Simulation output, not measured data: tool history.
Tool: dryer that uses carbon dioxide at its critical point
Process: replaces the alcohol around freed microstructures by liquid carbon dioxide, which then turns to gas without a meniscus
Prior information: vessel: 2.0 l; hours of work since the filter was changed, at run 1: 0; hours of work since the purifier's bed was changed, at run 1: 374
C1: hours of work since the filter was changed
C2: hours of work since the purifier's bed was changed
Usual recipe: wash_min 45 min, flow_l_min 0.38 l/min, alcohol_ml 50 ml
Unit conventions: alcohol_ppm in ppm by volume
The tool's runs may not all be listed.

{"run": 1, "hour": 0.0, "wash_min": 45, "flow_l_min": 0.38, "alcohol_ml": 50, "C1": 0, "C2": 374, "alcohol_ppm": 58}
{"run": 2, "hour": 36.0, "wash_min": 45, "flow_l_min": 0.38, "alcohol_ml": 50, "C1": 29, "C2": 403, "alcohol_ppm": 75}
{"run": 3, "hour": 79.3, "wash_min": 45, "flow_l_min": 0.38, "alcohol_ml": 50, "C1": 63, "C2": 437, "alcohol_ppm": 70}
{"run": 4, "hour": 115.4, "wash_min": 45, "flow_l_min": 0.38, "alcohol_ml": 50, "C1": 92, "C2": 466, "alcohol_ppm": 81}
{"run": 5, "hour": 165.7, "wash_min": 45, "flow_l_min": 0.38, "alcohol_ml": 50, "C1": 132, "C2": 506, "alcohol_ppm": 110}
{"run": 6, "hour": 207.8, "wash_min": 45, "flow_l_min": 0.38, "alcohol_ml": 50, "C1": 165, "C2": 539, "alcohol_ppm": 123}
{"hour": 228.0, "done": "purifier's bed changed"}
{"hour": 232.0, "done": "inlet filter changed"}
{"run": 7, "hour": 265.6, "wash_min": 45, "flow_l_min": 0.38, "alcohol_ml": 50, "C1": 27, "C2": 29, "alcohol_ppm": 48}
{"run": 8, "hour": 308.7, "wash_min": 45, "flow_l_min": 0.256, "alcohol_ml": 50, "C1": 61, "C2": 63, "alcohol_ppm": 362}
{"run": 9, "hour": 362.6, "wash_min": 45, "flow_l_min": 0.256, "alcohol_ml": 50, "C1": 104, "C2": 106, "alcohol_ppm": 422}
{"run": 10, "hour": 410.7, "wash_min": 45, "flow_l_min": 0.256, "alcohol_ml": 50, "C1": 142, "C2": 144, "alcohol_ppm": 497}
{"hour": 461.8, "done": "inlet filter changed"}
{"run": 11, "hour": 461.8, "wash_min": 45, "flow_l_min": 0.38, "alcohol_ml": 35, "C1": 0, "C2": 184, "alcohol_ppm": 35}
{"run": 12, "hour": 500.3, "wash_min": 45, "flow_l_min": 0.38, "alcohol_ml": 35, "C1": 31, "C2": 215, "alcohol_ppm": 42}
{"run": 13, "hour": 527.9, "wash_min": 45, "flow_l_min": 0.38, "alcohol_ml": 35, "C1": 53, "C2": 237, "alcohol_ppm": 56}
{"run": 14, "hour": 575.3, "wash_min": 45, "flow_l_min": 0.38, "alcohol_ml": 35, "C1": 90, "C2": 275, "alcohol_ppm": 64}
{"run": 15, "hour": 611.9, "wash_min": 45, "flow_l_min": 0.38, "alcohol_ml": 35, "C1": 119, "C2": 304, "alcohol_ppm": 65}
{"run": 16, "hour": 638.3, "wash_min": 45, "flow_l_min": 0.38, "alcohol_ml": 35, "C1": 140, "C2": 325, "alcohol_ppm": 76}
{"run": 17, "hour": 681.3, "wash_min": 45, "flow_l_min": 0.38, "alcohol_ml": 35, "C1": 175, "C2": 359, "alcohol_ppm": 88}
{"hour": 691.3, "done": "inlet filter changed"}
{"run": 18, "hour": 709.4, "wash_min": 45, "flow_l_min": 0.38, "alcohol_ml": 35, "C1": 14, "C2": 380, "alcohol_ppm": 56}
{"run": 19, "hour": 738.4, "wash_min": 45, "flow_l_min": 0.38, "alcohol_ml": 50, "C1": 37, "C2": 403, "alcohol_ppm": 76}
{"run": 20, "hour": 783.2, "wash_min": 45, "flow_l_min": 0.38, "alcohol_ml": 50, "C1": 73, "C2": 439, "alcohol_ppm": 71}
{"run": 21, "hour": 832.8, "wash_min": 45, "flow_l_min": 0.38, "alcohol_ml": 50, "C1": 112, "C2": 478, "alcohol_ppm": 94}
{"run": 22, "hour": 887.0, "wash_min": 45, "flow_l_min": 0.293, "alcohol_ml": 50, "C1": 156, "C2": 521, "alcohol_ppm": 334}
{"hour": 921.2, "done": "inlet filter changed"}
{"hour": 931.3, "done": "purifier's bed changed"}
{"run": 23, "hour": 937.9, "wash_min": 45, "flow_l_min": 0.293, "alcohol_ml": 50, "C1": 11, "C2": 5, "alcohol_ppm": 156}
{"run": 24, "hour": 974.0, "wash_min": 33, "flow_l_min": 0.528, "alcohol_ml": 112, "C1": 40, "C2": 34, "alcohol_ppm": 94}
{"run": 25, "hour": 1007.3, "wash_min": 33, "flow_l_min": 0.528, "alcohol_ml": 112, "C1": 66, "C2": 60, "alcohol_ppm": 116}
{"run": 26, "hour": 1042.5, "wash_min": 33, "flow_l_min": 0.528, "alcohol_ml": 112, "C1": 94, "C2": 88, "alcohol_ppm": 144}
{"run": 27, "hour": 1070.1, "wash_min": 33, "flow_l_min": 0.528, "alcohol_ml": 112, "C1": 116, "C2": 110, "alcohol_ppm": 161}
{"run": 28, "hour": 1122.1, "wash_min": 33, "flow_l_min": 0.391, "alcohol_ml": 77, "C1": 157, "C2": 152, "alcohol_ppm": 528}
{"hour": 1153.3, "done": "inlet filter changed"}
{"run": 29, "hour": 1167.8, "wash_min": 37, "flow_l_min": 0.228, "alcohol_ml": 97, "C1": 12, "C2": 187, "alcohol_ppm": 1891}
{"run": 30, "hour": 1220.4, "wash_min": 37, "flow_l_min": 0.228, "alcohol_ml": 97, "C1": 53, "C2": 229, "alcohol_ppm": 2109}
{"run": 31, "hour": 1253.0, "wash_min": 37, "flow_l_min": 0.228, "alcohol_ml": 97, "C1": 79, "C2": 255, "alcohol_ppm": 2258}
{"run": 32, "hour": 1294.6, "wash_min": 37, "flow_l_min": 0.228, "alcohol_ml": 97, "C1": 112, "C2": 288, "alcohol_ppm": 2502}
{"run": 33, "hour": 1331.9, "wash_min": 31, "flow_l_min": 0.38, "alcohol_ml": 39, "C1": 142, "C2": 318, "alcohol_ppm": 387}
{"run": 34, "hour": 1356.6, "wash_min": 58, "flow_l_min": 0.499, "alcohol_ml": 50, "C1": 162, "C2": 337, "alcohol_ppm": 30}
{"hour": 1384.3, "done": "inlet filter changed"}
{"run": 35, "hour": 1411.5, "wash_min": 51, "flow_l_min": 0.399, "alcohol_ml": 30, "C1": 22, "C2": 380, "alcohol_ppm": 36}
{"run": 36, "hour": 1449.6, "wash_min": 51, "flow_l_min": 0.399, "alcohol_ml": 30, "C1": 52, "C2": 410, "alcohol_ppm": 44}
{"run": 37, "hour": 1500.9, "wash_min": 51, "flow_l_min": 0.399, "alcohol_ml": 30, "C1": 93, "C2": 451, "alcohol_ppm": 46}
{"run": 38, "hour": 1532.0, "wash_min": 51, "flow_l_min": 0.342, "alcohol_ml": 39, "C1": 117, "C2": 476, "alcohol_ppm": 91}
{"run": 39, "hour": 1567.3, "wash_min": 51, "flow_l_min": 0.342, "alcohol_ml": 28, "C1": 145, "C2": 504, "alcohol_ppm": 79}
{"run": 40, "hour": 1606.1, "wash_min": 51, "flow_l_min": 0.342, "alcohol_ml": 28, "C1": 176, "C2": 535, "alcohol_ppm": 89}
{"hour": 1614.3, "done": "inlet filter changed"}
{"hour": 1632.5, "done": "purifier's bed changed"}
{"run": 41, "hour": 1663.1, "wash_min": 51, "flow_l_min": 0.342, "alcohol_ml": 28, "C1": 36, "C2": 24, "alcohol_ppm": 30}
{"run": 42, "hour": 1694.4, "wash_min": 51, "flow_l_min": 0.342, "alcohol_ml": 28, "C1": 61, "C2": 49, "alcohol_ppm": 34}
{"run": 43, "hour": 1738.5, "wash_min": 51, "flow_l_min": 0.342, "alcohol_ml": 28, "C1": 96, "C2": 84, "alcohol_ppm": 43}
{"run": 44, "hour": 1763.8, "wash_min": 29, "flow_l_min": 0.495, "alcohol_ml": 29, "C1": 116, "C2": 104, "alcohol_ppm": 116}
{"run": 45, "hour": 1811.9, "wash_min": 30, "flow_l_min": 0.38, "alcohol_ml": 50, "C1": 155, "C2": 143, "alcohol_ppm": 549}
{"hour": 1846.5, "done": "inlet filter changed"}
{"run": 46, "hour": 1852.2, "wash_min": 45, "flow_l_min": 0.52, "alcohol_ml": 50, "C1": 4, "C2": 174, "alcohol_ppm": 24}

Here are 3 independent what-if runs from the current tool condition. What would each one return?
{"run": "A", "hour": 1905.0, "wash_min": 47, "flow_l_min": 0.38, "alcohol_ml": 50, "C1": 47, "C2": 216, "alcohol_ppm": "?"}
{"run": "B", "hour": 1905.0, "wash_min": 27, "flow_l_min": 0.507, "alcohol_ml": 83, "C1": 47, "C2": 216, "alcohol_ppm": "?"}
{"run": "C", "hour": 1905.0, "wash_min": 69, "flow_l_min": 0.38, "alcohol_ml": 50, "C1": 47, "C2": 216, "alcohol_ppm": "?"}

run=A alcohol_ppm=50
run=B alcohol_ppm=293
run=C alcohol_ppm=10
Without the tool's unlogged condition, the same runs would have read:
run=A alcohol_ppm=27
run=B alcohol_ppm=224
run=C alcohol_ppm=0

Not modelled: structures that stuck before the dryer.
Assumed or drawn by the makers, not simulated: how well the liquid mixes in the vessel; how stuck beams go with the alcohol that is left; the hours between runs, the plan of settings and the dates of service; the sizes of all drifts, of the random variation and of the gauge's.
